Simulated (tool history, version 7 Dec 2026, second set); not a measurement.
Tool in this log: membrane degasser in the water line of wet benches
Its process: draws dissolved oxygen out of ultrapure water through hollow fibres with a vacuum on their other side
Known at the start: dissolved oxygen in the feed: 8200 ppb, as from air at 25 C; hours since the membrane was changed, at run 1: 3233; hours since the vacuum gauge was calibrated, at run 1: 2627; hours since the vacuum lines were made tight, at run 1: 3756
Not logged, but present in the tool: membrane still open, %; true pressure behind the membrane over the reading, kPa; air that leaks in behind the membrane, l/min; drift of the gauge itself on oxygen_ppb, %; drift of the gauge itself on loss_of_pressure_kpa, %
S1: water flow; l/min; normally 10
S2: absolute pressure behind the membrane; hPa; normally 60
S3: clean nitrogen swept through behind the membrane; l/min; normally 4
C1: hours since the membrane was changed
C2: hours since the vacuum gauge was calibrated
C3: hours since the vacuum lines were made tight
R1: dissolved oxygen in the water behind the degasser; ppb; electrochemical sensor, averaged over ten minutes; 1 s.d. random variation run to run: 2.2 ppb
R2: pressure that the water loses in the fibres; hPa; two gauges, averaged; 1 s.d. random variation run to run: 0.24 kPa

run,hour,S1,S2,S3,C1,C2,C3,R1,R2
1,0,10,60,4,3233,2627,3756,229.6,646.7
2,58.6,10,60,4,3291,2686,3815,231.7,644.5
3,182.1,10,140.5,4,3415,2809,3939,280,649.6
4,310.4,10,140.5,4,3543,2937,4067,280.2,649.3
5,374.4,10,60,4,3607,3001,4131,230.1,646.6
6,472.9,10,60,4,3706,3100,4229,236.1,647.8
7,573.9,10,60,4,3807,3201,4330,231.6,646.3
8,698.7,10,60,4,3931,3326,4455,233.9,643.5
9,810.7,10,60,4,4044,3438,4567,233.3,647.1
10,894.9,10,52.8,4,4128,3522,4651,227.6,647.9
11,978.8,10,52.8,4,4212,3606,4735,227.7,652.9
12,1097.7,10,52.8,4,4331,3725,4854,228.2,648.8
13,1192.5,6,114.8,4.14,4425,3820,4949,89.3,388.6
14,1271.6,10,67,11.34,4504,3899,5028,221.7,651.4
15,1351.6,10,36,6.17,4584,3979,5108,221.7,649.5
16,1434.9,10,44.7,2.37,4668,4062,5191,232.4,644.6
# hour 1446: vacuum gauge calibrated
17,1515.5,10,44.7,2.37,4748,69,5271,229.6,655.4
18,1611.4,8,79.9,4.1,4844,165,5367,150.7,519.1
19,1690,9,79.9,4.1,4922,244,5446,196.5,587
20,1752.7,9,54.8,4.54,4985,307,5509,181.7,583.4
21,1870.2,10,60,3.65,5103,424,5626,235.2,645.9
22,1931.7,12,113.9,2.04,5164,486,5688,427.5,775.9
23,1990.1,12,113.9,2.04,5222,544,5746,434.4,777.2
# hour 2002.4: vacuum gauge calibrated, once more
24,2106.2,12,113.9,2.04,5338,104,5862,427.5,777.4

Alternative continuations, all from the tool just after run 24; predict every row:
A,2177.6,9,51.7,3.11,5409,175,5933,?,?
B,2177.6,7,65.2,4,5409,175,5933,?,?
C,2177.6,10,113.4,4,5409,175,5933,?,?
D,2177.6,7,36.4,3.85,5409,175,5933,?,?

run,R1,R2
A,185.5,587.2
B,107.9,464.1
C,265.8,646.5
D,94.3,453.8
The same runs, with their run-to-run variation unchanged, on a tool lacking any hidden condition would have given:
run,R1,R2
A,174.5,578.2
B,100.5,457
C,251.5,636.5
D,87.7,446.8
